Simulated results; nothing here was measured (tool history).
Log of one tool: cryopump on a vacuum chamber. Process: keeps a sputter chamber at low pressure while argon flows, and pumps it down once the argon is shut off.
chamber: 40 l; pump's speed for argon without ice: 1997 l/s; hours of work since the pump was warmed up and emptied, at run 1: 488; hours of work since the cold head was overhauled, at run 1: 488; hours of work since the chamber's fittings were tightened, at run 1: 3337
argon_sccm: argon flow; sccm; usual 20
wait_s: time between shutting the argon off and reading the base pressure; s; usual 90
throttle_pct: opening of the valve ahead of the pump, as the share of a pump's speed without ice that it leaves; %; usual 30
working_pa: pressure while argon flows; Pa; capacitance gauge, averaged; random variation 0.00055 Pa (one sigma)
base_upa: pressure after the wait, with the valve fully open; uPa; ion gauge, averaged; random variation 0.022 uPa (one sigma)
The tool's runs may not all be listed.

run	hour	argon_sccm	wait_s	throttle_pct	hours of work since the pump was warmed up and emptied	hours of work since the cold head was overhauled	hours of work since the chamber's fittings were tightened	working_pa	base_upa
1	0	20	90	30	488	488	3337	0.059	2.2
2	83.9	20	90	30	522	522	3371	0.0601	2.31
3	186.2	20	90	30	564	564	3413	0.0599	2.25
4	278.9	20	90	30	601	601	3450	0.0591	2.38
5	345.8	20	90	30	628	628	3477	0.0604	2.35
6	420.5	20	90	30	658	658	3508	0.0613	2.38
7	537	20	90	30	706	706	3555	0.0619	2.54
8	648	20	90	19	750	750	3600	0.0939	2.47
9	728.6	20	90	30	783	783	3632	0.0619	2.59
10	778.7	20	90	30	803	803	3652	0.0605	2.56
11	851.3	23	90	30	833	833	3682	0.0714	2.6
12	954.5	23	90	30	874	874	3724	0.0718	2.65
13	1050	14	90	30	913	913	3762	0.0448	2.73
# hour 1090.4: pump warmed up, emptied and cooled again
14	1110.4	20	32	30	8	936	3785	0.0576	2.88
15	1188.2	20	32	30	40	967	3816	0.056	2.92
16	1300.7	20	32	30	85	1013	3862	0.0569	2.97
17	1362.1	20	90	18	110	1037	3887	0.0956	2.19
18	1427.1	20	90	18	136	1064	3913	0.0947	2.27
19	1479.3	20	90	18	157	1085	3934	0.0946	2.32
20	1575.5	18	144	37	196	1124	3973	0.0429	2.1
# hour 1617.8: leaking fittings of the chamber tightened, without venting
21	1631.1	8	144	33	218	1145	5	0.0221	0.43
22	1723.1	18	146	43	255	1183	43	0.0358	0.49
23	1823.8	9	111	43	296	1223	83	0.0175	0.52
24	1904.9	29	264	30	329	1256	116	0.0852	0.35
25	1977.9	29	264	30	358	1286	146	0.0847	0.4
26	2058.8	27	90	26	391	1318	178	0.0894	0.67
27	2106.8	20	114	45	410	1338	198	0.04	0.59
28	2210.3	16	180	30	452	1380	240	0.0483	0.54
29	2267.2	20	22	30	475	1403	263	0.059	2.06
30	2354.3	20	22	30	511	1438	298	0.059	2.08
31	2434.7	20	22	30	543	1471	331	0.0604	2.1
32	2551.5	11	21	31	590	1518	378	0.0318	2.18
33	2670.3	11	21	31	639	1566	426	0.0316	2.25

Measured less the same run without the tool's hidden state. The same run-to-run variation is in both; the gauge's scatter may not be:
The hidden state here: pump's speed, % of a pump's without ice; cold plate's temperature, K; leak into the chamber, uPa l/s; drift of the gauge itself on working_pa, %; drift of the gauge itself on base_upa, %.
run	working_pa	base_upa
1	+0.0031	+1.63
2	+0.0033	+1.72
3	+0.0037	+1.73
4	+0.0039	+1.8
5	+0.004	+1.78
6	+0.0044	+1.84
7	+0.0046	+1.95
8	+0.005	+1.94
9	+0.0053	+1.99
10	+0.0053	+2
11	+0.0065	+2.03
12	+0.0069	+2.1
13	+0.0044	+2.19
14	+0.0003	+1.57
15	+0.0004	+1.6
16	+0.0006	+1.64
17	+0.0007	+1.63
18	+0.0008	+1.72
19	+0.001	+1.75
20	+0.0011	+1.73
21	+0.0006	+0.03
22	+0.0013	+0.05
23	+0.0008	+0.07
24	+0.0027	+0.09
25	+0.0029	+0.1
26	+0.0029	+0.12
27	+0.0023	+0.14
28	+0.0021	+0.16
29	+0.0027	+0.17
30	+0.003	+0.19
31	+0.0033	+0.22
32	+0.0019	+0.23
33	+0.0022	+0.27

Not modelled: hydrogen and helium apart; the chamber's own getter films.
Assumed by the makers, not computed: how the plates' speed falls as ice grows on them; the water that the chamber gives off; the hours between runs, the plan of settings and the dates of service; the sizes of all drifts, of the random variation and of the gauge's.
